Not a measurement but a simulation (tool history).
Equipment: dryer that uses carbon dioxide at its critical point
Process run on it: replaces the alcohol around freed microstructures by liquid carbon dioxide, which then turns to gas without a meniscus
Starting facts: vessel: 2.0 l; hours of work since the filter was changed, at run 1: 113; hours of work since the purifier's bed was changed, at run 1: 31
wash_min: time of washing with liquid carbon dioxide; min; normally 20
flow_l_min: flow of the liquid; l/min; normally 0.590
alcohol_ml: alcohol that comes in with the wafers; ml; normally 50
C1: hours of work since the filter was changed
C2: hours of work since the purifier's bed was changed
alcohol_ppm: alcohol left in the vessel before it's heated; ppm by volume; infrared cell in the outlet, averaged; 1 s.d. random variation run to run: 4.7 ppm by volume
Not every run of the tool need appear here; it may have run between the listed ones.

{"run": 1, "hour": 0.0, "wash_min": 20, "flow_l_min": 0.59, "alcohol_ml": 50, "C1": 113, "C2": 31, "alcohol_ppm": 165}
{"run": 2, "hour": 12.8, "wash_min": 20, "flow_l_min": 0.59, "alcohol_ml": 50, "C1": 119, "C2": 36, "alcohol_ppm": 164}
{"run": 3, "hour": 26.9, "wash_min": 17, "flow_l_min": 0.59, "alcohol_ml": 50, "C1": 126, "C2": 43, "alcohol_ppm": 354}
{"run": 4, "hour": 34.1, "wash_min": 17, "flow_l_min": 0.59, "alcohol_ml": 50, "C1": 129, "C2": 46, "alcohol_ppm": 353}
{"run": 5, "hour": 41.9, "wash_min": 20, "flow_l_min": 0.467, "alcohol_ml": 50, "C1": 132, "C2": 50, "alcohol_ppm": 446}
{"run": 6, "hour": 57.2, "wash_min": 20, "flow_l_min": 0.467, "alcohol_ml": 50, "C1": 139, "C2": 57, "alcohol_ppm": 444}
{"run": 7, "hour": 69.5, "wash_min": 20, "flow_l_min": 0.467, "alcohol_ml": 50, "C1": 145, "C2": 62, "alcohol_ppm": 438}
{"run": 8, "hour": 78.6, "wash_min": 20, "flow_l_min": 0.59, "alcohol_ml": 50, "C1": 149, "C2": 66, "alcohol_ppm": 169}
{"run": 9, "hour": 91.9, "wash_min": 20, "flow_l_min": 0.59, "alcohol_ml": 50, "C1": 155, "C2": 72, "alcohol_ppm": 167}
{"run": 10, "hour": 105.9, "wash_min": 14, "flow_l_min": 0.59, "alcohol_ml": 50, "C1": 161, "C2": 79, "alcohol_ppm": 732}
{"run": 11, "hour": 119.7, "wash_min": 20, "flow_l_min": 0.59, "alcohol_ml": 50, "C1": 168, "C2": 85, "alcohol_ppm": 164}
{"run": 12, "hour": 129.6, "wash_min": 20, "flow_l_min": 0.59, "alcohol_ml": 50, "C1": 172, "C2": 89, "alcohol_ppm": 169}
{"run": 13, "hour": 138.1, "wash_min": 20, "flow_l_min": 0.59, "alcohol_ml": 50, "C1": 176, "C2": 93, "alcohol_ppm": 180}
{"run": 14, "hour": 154.7, "wash_min": 20, "flow_l_min": 0.59, "alcohol_ml": 50, "C1": 183, "C2": 101, "alcohol_ppm": 174}
{"run": 15, "hour": 162.6, "wash_min": 15, "flow_l_min": 0.59, "alcohol_ml": 65, "C1": 187, "C2": 104, "alcohol_ppm": 779}
{"run": 16, "hour": 178.4, "wash_min": 24, "flow_l_min": 0.47, "alcohol_ml": 116, "C1": 194, "C2": 111, "alcohol_ppm": 457}
{"run": 17, "hour": 194.3, "wash_min": 26, "flow_l_min": 0.495, "alcohol_ml": 116, "C1": 201, "C2": 119, "alcohol_ppm": 240}
{"run": 18, "hour": 210.7, "wash_min": 21, "flow_l_min": 0.597, "alcohol_ml": 56, "C1": 209, "C2": 126, "alcohol_ppm": 146}
{"run": 19, "hour": 219.7, "wash_min": 32, "flow_l_min": 0.59, "alcohol_ml": 63, "C1": 213, "C2": 130, "alcohol_ppm": 24}
{"run": 20, "hour": 229.2, "wash_min": 14, "flow_l_min": 0.59, "alcohol_ml": 28, "C1": 217, "C2": 134, "alcohol_ppm": 436}
{"run": 21, "hour": 245.0, "wash_min": 13, "flow_l_min": 0.389, "alcohol_ml": 47, "C1": 224, "C2": 142, "alcohol_ppm": 2643}
{"run": 22, "hour": 257.1, "wash_min": 19, "flow_l_min": 0.42, "alcohol_ml": 37, "C1": 230, "C2": 147, "alcohol_ppm": 613}
{"run": 23, "hour": 269.6, "wash_min": 19, "flow_l_min": 0.387, "alcohol_ml": 82, "C1": 235, "C2": 153, "alcohol_ppm": 1712}
{"run": 24, "hour": 280.1, "wash_min": 19, "flow_l_min": 0.387, "alcohol_ml": 82, "C1": 240, "C2": 157, "alcohol_ppm": 1739}
{"run": 25, "hour": 288.1, "wash_min": 19, "flow_l_min": 0.387, "alcohol_ml": 82, "C1": 244, "C2": 161, "alcohol_ppm": 1736}
{"run": 26, "hour": 300.4, "wash_min": 19, "flow_l_min": 0.382, "alcohol_ml": 82, "C1": 249, "C2": 167, "alcohol_ppm": 1779}
{"run": 27, "hour": 313.4, "wash_min": 19, "flow_l_min": 0.382, "alcohol_ml": 82, "C1": 255, "C2": 173, "alcohol_ppm": 1844}

What if the next run were any one of these 4? Each begins from the tool's condition after run 27:
{"run": "A", "hour": 321.7, "wash_min": 17, "flow_l_min": 0.59, "alcohol_ml": 21, "C1": 259, "C2": 176, "alcohol_ppm": "?"}
{"run": "B", "hour": 321.7, "wash_min": 19, "flow_l_min": 0.574, "alcohol_ml": 82, "C1": 259, "C2": 176, "alcohol_ppm": "?"}
{"run": "C", "hour": 321.7, "wash_min": 19, "flow_l_min": 0.794, "alcohol_ml": 116, "C1": 259, "C2": 176, "alcohol_ppm": "?"}
{"run": "D", "hour": 321.7, "wash_min": 19, "flow_l_min": 0.382, "alcohol_ml": 22, "C1": 259, "C2": 176, "alcohol_ppm": "?"}

run=A alcohol_ppm=164
run=B alcohol_ppm=424
run=C alcohol_ppm=118
run=D alcohol_ppm=484
Without the tool's hidden state the same runs would have given:
run=A alcohol_ppm=134
run=B alcohol_ppm=349
run=C alcohol_ppm=87
run=D alcohol_ppm=422
